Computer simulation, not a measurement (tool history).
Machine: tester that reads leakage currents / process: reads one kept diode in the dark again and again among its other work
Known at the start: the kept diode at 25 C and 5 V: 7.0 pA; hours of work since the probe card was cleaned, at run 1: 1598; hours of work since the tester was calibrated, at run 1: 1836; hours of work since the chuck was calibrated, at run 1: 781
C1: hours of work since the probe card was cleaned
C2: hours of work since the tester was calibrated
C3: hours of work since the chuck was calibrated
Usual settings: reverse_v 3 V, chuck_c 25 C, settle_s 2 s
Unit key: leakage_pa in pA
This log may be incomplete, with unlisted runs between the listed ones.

{"run": 1, "hour": 0.0, "reverse_v": 3, "chuck_c": 25, "settle_s": 2, "C1": 1598, "C2": 1836, "C3": 781, "leakage_pa": 9.1}
{"run": 2, "hour": 98.6, "reverse_v": 5.75, "chuck_c": 25, "settle_s": 2, "C1": 1668, "C2": 1906, "C3": 850, "leakage_pa": 13.4}
{"hour": 161.0, "done": "probe card cleaned and baked"}
{"run": 3, "hour": 184.0, "reverse_v": 5.75, "chuck_c": 25, "settle_s": 2, "C1": 16, "C2": 1964, "C3": 908, "leakage_pa": 8.81}
{"run": 4, "hour": 267.0, "reverse_v": 5.75, "chuck_c": 25, "settle_s": 2, "C1": 75, "C2": 2022, "C3": 967, "leakage_pa": 8.95}
{"run": 5, "hour": 326.6, "reverse_v": 5.75, "chuck_c": 25, "settle_s": 2, "C1": 117, "C2": 2064, "C3": 1009, "leakage_pa": 9.02}
{"run": 6, "hour": 419.9, "reverse_v": 5.75, "chuck_c": 25, "settle_s": 2, "C1": 182, "C2": 2130, "C3": 1075, "leakage_pa": 9.17}
{"run": 7, "hour": 510.3, "reverse_v": 3, "chuck_c": 25, "settle_s": 2, "C1": 246, "C2": 2194, "C3": 1138, "leakage_pa": 7.22}
{"run": 8, "hour": 568.6, "reverse_v": 2.16, "chuck_c": 25, "settle_s": 2, "C1": 287, "C2": 2235, "C3": 1179, "leakage_pa": 6.33}
{"run": 9, "hour": 675.8, "reverse_v": 2.16, "chuck_c": 25, "settle_s": 2, "C1": 363, "C2": 2311, "C3": 1255, "leakage_pa": 6.48}
{"run": 10, "hour": 749.9, "reverse_v": 2.16, "chuck_c": 25, "settle_s": 5.29, "C1": 415, "C2": 2363, "C3": 1307, "leakage_pa": 6.24}
{"run": 11, "hour": 848.1, "reverse_v": 2.16, "chuck_c": 25, "settle_s": 5.29, "C1": 484, "C2": 2432, "C3": 1376, "leakage_pa": 6.44}
{"run": 12, "hour": 936.5, "reverse_v": 2.65, "chuck_c": 56, "settle_s": 0.59, "C1": 547, "C2": 2494, "C3": 1439, "leakage_pa": 69.58}
{"hour": 956.8, "done": "chuck's temperature calibrated"}
{"run": 13, "hour": 1034.0, "reverse_v": 2.65, "chuck_c": 56, "settle_s": 0.59, "C1": 614, "C2": 2562, "C3": 54, "leakage_pa": 66.61}
{"run": 14, "hour": 1093.3, "reverse_v": 2.65, "chuck_c": 56, "settle_s": 0.59, "C1": 656, "C2": 2603, "C3": 96, "leakage_pa": 66.67}
{"run": 15, "hour": 1201.3, "reverse_v": 2.8, "chuck_c": 23, "settle_s": 2, "C1": 732, "C2": 2680, "C3": 172, "leakage_pa": 6.42}

Estimate the outcome of run 16 from the log above:
{"run": 16, "hour": 1269.1, "reverse_v": 2.8, "chuck_c": 23, "settle_s": 2, "C1": 780, "C2": 2727, "C3": 220, "leakage_pa": "?"}

leakage_pa: 6.57 pA
Minus the tool's unlogged condition, the same run would have read leakage_pa 5.41 pA.
